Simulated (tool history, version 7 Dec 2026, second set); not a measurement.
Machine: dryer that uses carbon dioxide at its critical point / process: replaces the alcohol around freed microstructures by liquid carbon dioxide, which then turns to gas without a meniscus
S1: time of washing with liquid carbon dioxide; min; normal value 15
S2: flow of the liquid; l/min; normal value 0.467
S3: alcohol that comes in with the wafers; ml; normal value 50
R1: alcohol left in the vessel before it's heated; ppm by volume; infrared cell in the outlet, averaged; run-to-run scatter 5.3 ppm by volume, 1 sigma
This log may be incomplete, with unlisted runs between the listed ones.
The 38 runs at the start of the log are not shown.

| run | hour | S1 | S2 | S3 | R1 |
|---|---|---|---|---|---|
| 39 | 606.1 | 10 | 0.544 | 41 | 564 |
| 40 | 624.9 | 17 | 0.447 | 31 | 170 |
| 41 | 641.1 | 11 | 0.467 | 110 | 1712 |
| 42 | 650.9 | 11 | 0.467 | 110 | 1772 |
| 43 | 671.4 | 18 | 0.522 | 110 | 158 |
| 44 | 690.0 | 18 | 0.522 | 110 | 165 |
| 45 | 710.8 | 15 | 0.295 | 117 | 3282 |
| 46 | 730.2 | 15 | 0.295 | 117 | 3226 |

What if the next run were any one of these 4? Each begins from the tool's condition after run 46:
| A | 739.7 | 15 | 0.737 | 117 | ? |
| B | 739.7 | 15 | 0.295 | 117 | ? |
| C | 739.7 | 12 | 0.470 | 99 | ? |
| D | 739.7 | 23 | 0.688 | 117 | ? |

| run | R1 |
|---|---|
| A | 133 |
| B | 3392 |
| C | 1142 |
| D | 121 |
Had the tool no hidden state, the same runs would have come out as:
| run | R1 |
|---|---|
| A | 14 |
| B | 2346 |
| C | 679 |
| D | 13 |
